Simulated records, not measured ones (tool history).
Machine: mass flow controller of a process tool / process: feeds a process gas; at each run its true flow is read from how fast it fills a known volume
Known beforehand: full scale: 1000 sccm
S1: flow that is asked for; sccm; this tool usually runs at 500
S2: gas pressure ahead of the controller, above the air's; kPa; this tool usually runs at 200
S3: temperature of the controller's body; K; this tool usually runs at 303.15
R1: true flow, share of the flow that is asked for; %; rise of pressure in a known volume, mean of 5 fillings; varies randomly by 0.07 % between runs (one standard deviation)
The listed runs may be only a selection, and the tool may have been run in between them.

run,day,S1,S2,S3,R1
1,0,500,200,303.15,102.29
2,20.975,141,200,303.15,103.09
3,35.125,141,200,303.15,103.3
4,52.233,141,200,303.15,103.44
5,68.579,141,200,303.15,103.65
6,92.15,141,200,303.15,104.1
7,114.171,141,217,311.15,105.18
# day 115.879: controller's zero set anew
8,131.333,137,166,296.15,105.69
9,147.338,851,260,304.15,104.01
10,168.208,851,260,304.15,104.25
# day 189.188: controller's zero set anew, once more
11,189.392,292,266,300.15,101.75

Alternative continuations, all from the tool just after run 11; predict every row:
A,202.571,741,247,299.15,?
B,202.571,241,266,300.15,?
C,202.571,292,266,299.15,?
D,202.571,248,155,299.15,?
E,202.571,444,142,311.15,?

run,R1
A,102.75
B,101.66
C,101.53
D,101.66
E,103.42
Without the tool's hidden state the same runs would have given:
run,R1
A,99.5
B,98.22
C,98.14
D,98.23
E,100.1

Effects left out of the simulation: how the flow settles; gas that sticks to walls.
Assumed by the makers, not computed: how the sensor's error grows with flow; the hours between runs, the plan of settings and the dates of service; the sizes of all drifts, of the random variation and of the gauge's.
